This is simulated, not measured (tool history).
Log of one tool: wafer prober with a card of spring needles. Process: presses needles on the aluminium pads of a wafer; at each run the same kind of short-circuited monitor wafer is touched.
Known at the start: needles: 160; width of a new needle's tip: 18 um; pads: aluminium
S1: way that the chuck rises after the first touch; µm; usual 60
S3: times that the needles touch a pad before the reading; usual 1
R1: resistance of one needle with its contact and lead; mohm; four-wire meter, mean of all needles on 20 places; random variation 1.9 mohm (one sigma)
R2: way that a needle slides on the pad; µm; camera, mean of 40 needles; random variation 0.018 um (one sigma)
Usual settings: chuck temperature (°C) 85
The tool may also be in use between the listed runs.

{"run": 1, "hour": 0.0, "S1": 60, "chuck temperature (°C)": 85, "S3": 1, "R1": 303, "R2": 10.78}
{"run": 2, "hour": 16.4, "S1": 60, "chuck temperature (°C)": 85, "S3": 1, "R1": 379, "R2": 10.85}
{"hour": 24.6, "done": "tips cleaned on abrasive film"}
{"run": 3, "hour": 36.6, "S1": 60, "chuck temperature (°C)": 85, "S3": 1, "R1": 318, "R2": 10.81}
{"hour": 56.2, "done": "tips cleaned on abrasive film"}
{"run": 4, "hour": 59.6, "S1": 60, "chuck temperature (°C)": 85, "S3": 1, "R1": 257, "R2": 10.75}
{"run": 5, "hour": 80.2, "S1": 70, "chuck temperature (°C)": 85, "S3": 1, "R1": 328, "R2": 12.59}
{"hour": 87.4, "done": "tips cleaned on abrasive film"}
{"run": 6, "hour": 99.6, "S1": 43, "chuck temperature (°C)": 85, "S3": 1, "R1": 435, "R2": 7.62}
{"run": 7, "hour": 115.4, "S1": 43, "chuck temperature (°C)": 85, "S3": 1, "R1": 562, "R2": 7.63}
{"hour": 118.9, "done": "tips cleaned on abrasive film"}
{"run": 8, "hour": 132.3, "S1": 43, "chuck temperature (°C)": 85, "S3": 1, "R1": 463, "R2": 7.65}
{"run": 9, "hour": 142.6, "S1": 60, "chuck temperature (°C)": 85, "S3": 1, "R1": 377, "R2": 10.69}
{"hour": 151.8, "done": "tips cleaned on abrasive film"}
{"run": 10, "hour": 165.8, "S1": 60, "chuck temperature (°C)": 85, "S3": 1, "R1": 335, "R2": 10.72}
{"run": 11, "hour": 180.5, "S1": 60, "chuck temperature (°C)": 85, "S3": 1, "R1": 396, "R2": 10.72}
{"hour": 183.2, "done": "tips cleaned on abrasive film"}
{"run": 12, "hour": 205.8, "S1": 60, "chuck temperature (°C)": 25, "S3": 1, "R1": 375, "R2": 10.72}
{"hour": 215.6, "done": "tips cleaned on abrasive film"}
{"hour": 221.9, "done": "height of the first contact set anew"}
{"run": 13, "hour": 222.4, "S1": 60, "chuck temperature (°C)": 42, "S3": 1, "R1": 274, "R2": 10.95}
{"run": 14, "hour": 244.2, "S1": 60, "chuck temperature (°C)": 42, "S3": 1, "R1": 392, "R2": 10.95}
{"hour": 247.6, "done": "tips cleaned on abrasive film"}
{"run": 15, "hour": 262.1, "S1": 60, "chuck temperature (°C)": 42, "S3": 1, "R1": 334, "R2": 10.93}
{"hour": 278.8, "done": "tips cleaned on abrasive film"}
{"run": 16, "hour": 287.2, "S1": 40, "chuck temperature (°C)": 42, "S3": 1, "R1": 438, "R2": 7.3}
{"hour": 310.7, "done": "tips cleaned on abrasive film"}
{"run": 17, "hour": 311.2, "S1": 40, "chuck temperature (°C)": 42, "S3": 1, "R1": 245, "R2": 7.24}
{"run": 18, "hour": 332.1, "S1": 60, "chuck temperature (°C)": 123, "S3": 1, "R1": 361, "R2": 10.91}
{"hour": 342.2, "done": "tips cleaned on abrasive film"}
{"run": 19, "hour": 349.7, "S1": 60, "chuck temperature (°C)": 123, "S3": 1, "R1": 289, "R2": 10.87}
{"run": 20, "hour": 362.7, "S1": 60, "chuck temperature (°C)": 72, "S3": 2, "R1": 293, "R2": 10.86}
{"hour": 373.6, "done": "tips cleaned on abrasive film"}
{"run": 21, "hour": 379.2, "S1": 47, "chuck temperature (°C)": 110, "S3": 3, "R1": 258, "R2": 8.51}
{"run": 22, "hour": 394.6, "S1": 75, "chuck temperature (°C)": 85, "S3": 2, "R1": 262, "R2": 13.61}
{"hour": 405.0, "done": "tips cleaned on abrasive film"}
{"run": 23, "hour": 420.1, "S1": 60, "chuck temperature (°C)": 85, "S3": 2, "R1": 285, "R2": 10.85}
{"hour": 436.9, "done": "tips cleaned on abrasive film"}
{"run": 24, "hour": 441.0, "S1": 60, "chuck temperature (°C)": 37, "S3": 2, "R1": 227, "R2": 10.81}
{"run": 25, "hour": 465.8, "S1": 60, "chuck temperature (°C)": 37, "S3": 2, "R1": 314, "R2": 10.81}
{"hour": 469.2, "done": "tips cleaned on abrasive film"}
{"run": 26, "hour": 490.0, "S1": 60, "chuck temperature (°C)": 26, "S3": 1, "R1": 372, "R2": 10.79}
{"hour": 500.3, "done": "tips cleaned on abrasive film"}
{"run": 27, "hour": 511.9, "S1": 60, "chuck temperature (°C)": 29, "S3": 1, "R1": 313, "R2": 10.79}
{"hour": 531.6, "done": "tips cleaned on abrasive film"}
{"run": 28, "hour": 535.7, "S1": 60, "chuck temperature (°C)": 29, "S3": 1, "R1": 244, "R2": 10.78}
{"run": 29, "hour": 550.4, "S1": 60, "chuck temperature (°C)": 29, "S3": 1, "R1": 366, "R2": 10.77}
{"hour": 563.3, "done": "tips cleaned on abrasive film"}
{"run": 30, "hour": 569.7, "S1": 60, "chuck temperature (°C)": 104, "S3": 2, "R1": 257, "R2": 10.74}
{"run": 31, "hour": 580.6, "S1": 60, "chuck temperature (°C)": 104, "S3": 2, "R1": 298, "R2": 10.76}
{"run": 32, "hour": 592.7, "S1": 60, "chuck temperature (°C)": 104, "S3": 2, "R1": 325, "R2": 10.75}
{"hour": 594.4, "done": "tips cleaned on abrasive film"}
{"run": 33, "hour": 603.5, "S1": 63, "chuck temperature (°C)": 39, "S3": 3, "R1": 228, "R2": 11.28}
{"run": 34, "hour": 616.0, "S1": 63, "chuck temperature (°C)": 49, "S3": 3, "R1": 257, "R2": 11.28}

Measured less the same run without the tool's hidden state. The same run-to-run variation is in both; the gauge's scatter may not be:
The hidden state here: debris on the tips, nm; way that the needles fall short of the set height, um; tips' diameter, um; drift of the gauge itself on contact_mohm, %; drift of the gauge itself on scrub_um, %.
run=1 R1=+98 R2=-0.13
run=2 R1=+177 R2=-0.13
run=3 R1=+114 R2=-0.15
run=4 R1=+55 R2=-0.17
run=5 R1=+134 R2=-0.17
run=6 R1=+217 R2=-0.19
run=7 R1=+347 R2=-0.19
run=8 R1=+248 R2=-0.21
run=9 R1=+177 R2=-0.21
run=10 R1=+132 R2=-0.23
run=11 R1=+193 R2=-0.22
run=12 R1=+190 R2=-0.24
run=13 R1=+81 R2=+0.00
run=14 R1=+201 R2=+0.00
run=15 R1=+144 R2=-0.01
run=16 R1=+230 R2=-0.03
run=17 R1=+40 R2=-0.05
run=18 R1=+153 R2=-0.05
run=19 R1=+80 R2=-0.07
run=20 R1=+99 R2=-0.07
run=21 R1=+40 R2=-0.08
run=22 R1=+67 R2=-0.08
run=23 R1=+83 R2=-0.10
run=24 R1=+38 R2=-0.12
run=25 R1=+126 R2=-0.12
run=26 R1=+185 R2=-0.13
run=27 R1=+127 R2=-0.15
run=28 R1=+62 R2=-0.17
run=29 R1=+178 R2=-0.17
run=30 R1=+50 R2=-0.19
run=31 R1=+93 R2=-0.19
run=32 R1=+120 R2=-0.18
run=33 R1=+39 R2=-0.20
run=34 R1=+66 R2=-0.20
